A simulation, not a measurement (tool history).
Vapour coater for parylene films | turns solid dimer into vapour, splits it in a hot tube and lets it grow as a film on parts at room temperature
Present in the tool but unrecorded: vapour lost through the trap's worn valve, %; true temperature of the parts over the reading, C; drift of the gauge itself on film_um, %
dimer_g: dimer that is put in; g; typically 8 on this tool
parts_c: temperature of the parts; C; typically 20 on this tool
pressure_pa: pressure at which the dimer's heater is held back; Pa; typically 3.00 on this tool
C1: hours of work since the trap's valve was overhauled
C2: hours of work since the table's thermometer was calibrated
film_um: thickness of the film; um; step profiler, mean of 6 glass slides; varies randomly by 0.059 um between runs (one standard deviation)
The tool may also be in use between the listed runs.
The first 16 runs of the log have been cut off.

run 17 hour=541.1 | dimer_g=11 parts_c=20 pressure_pa=3.00 | C1=263 C2=804 | film_um=9.50
run 18 hour=581.3 | dimer_g=8 parts_c=21 pressure_pa=3.00 | C1=296 C2=837 | film_um=6.83
run 19 hour=617.2 | dimer_g=8 parts_c=21 pressure_pa=3.00 | C1=326 C2=867 | film_um=6.73
-- hour=651.4 trap's valve overhauled
run 20 hour=653.5 | dimer_g=11 parts_c=16 pressure_pa=2.16 | C1=2 C2=893 | film_um=10.91
run 21 hour=692.9 | dimer_g=8 parts_c=20 pressure_pa=3.88 | C1=34 C2=925 | film_um=6.69
run 22 hour=725.5 | dimer_g=8 parts_c=20 pressure_pa=3.88 | C1=61 C2=952 | film_um=6.62
run 23 hour=746.8 | dimer_g=8 parts_c=20 pressure_pa=3.88 | C1=78 C2=970 | film_um=6.66
run 24 hour=784.9 | dimer_g=7 parts_c=19 pressure_pa=3.88 | C1=110 C2=1001 | film_um=5.88
run 25 hour=809.8 | dimer_g=13 parts_c=29 pressure_pa=2.10 | C1=130 C2=1022 | film_um=10.69
run 26 hour=831.1 | dimer_g=7 parts_c=14 pressure_pa=3.00 | C1=148 C2=1039 | film_um=6.63
run 27 hour=860.7 | dimer_g=9 parts_c=24 pressure_pa=3.65 | C1=172 C2=1064 | film_um=7.24
run 28 hour=889.7 | dimer_g=7 parts_c=15 pressure_pa=8.47 | C1=196 C2=1087 | film_um=5.40
run 29 hour=935.3 | dimer_g=8 parts_c=22 pressure_pa=3.23 | C1=234 C2=1125 | film_um=6.71
run 30 hour=981.0 | dimer_g=8 parts_c=25 pressure_pa=10.74 | C1=271 C2=1163 | film_um=5.04
run 31 hour=1022.7 | dimer_g=5 parts_c=26 pressure_pa=3.00 | C1=305 C2=1197 | film_um=3.97
run 32 hour=1060.6 | dimer_g=6 parts_c=26 pressure_pa=3.00 | C1=337 C2=1228 | film_um=4.74
-- hour=1081.7 trap's valve overhauled
run 33 hour=1104.0 | dimer_g=4 parts_c=17 pressure_pa=5.95 | C1=18 C2=1260 | film_um=3.21
run 34 hour=1137.6 | dimer_g=8 parts_c=16 pressure_pa=6.59 | C1=46 C2=1288 | film_um=6.40
run 35 hour=1180.3 | dimer_g=8 parts_c=17 pressure_pa=3.00 | C1=81 C2=1323 | film_um=7.32
run 36 hour=1214.9 | dimer_g=7 parts_c=21 pressure_pa=10.10 | C1=110 C2=1352 | film_um=4.68
run 37 hour=1238.3 | dimer_g=7 parts_c=21 pressure_pa=10.10 | C1=129 C2=1371 | film_um=4.74

What if the next run were any one of these 4? Each begins from the tool's condition after run 37:
run A hour=1277.4 | dimer_g=8 parts_c=25 pressure_pa=3.00 | C1=161 C2=1403 | film_um=?
run B hour=1277.4 | dimer_g=7 parts_c=16 pressure_pa=10.10 | C1=161 C2=1403 | film_um=?
run C hour=1277.4 | dimer_g=8 parts_c=14 pressure_pa=3.42 | C1=161 C2=1403 | film_um=?
run D hour=1277.4 | dimer_g=8 parts_c=21 pressure_pa=3.49 | C1=161 C2=1403 | film_um=?

run=A film_um=6.53
run=B film_um=5.10
run=C film_um=7.60
run=D film_um=6.68
What these runs would have given with no unlogged condition in the tool:
run=A film_um=6.55
run=B film_um=5.11
run=C film_um=7.63
run=D film_um=6.70

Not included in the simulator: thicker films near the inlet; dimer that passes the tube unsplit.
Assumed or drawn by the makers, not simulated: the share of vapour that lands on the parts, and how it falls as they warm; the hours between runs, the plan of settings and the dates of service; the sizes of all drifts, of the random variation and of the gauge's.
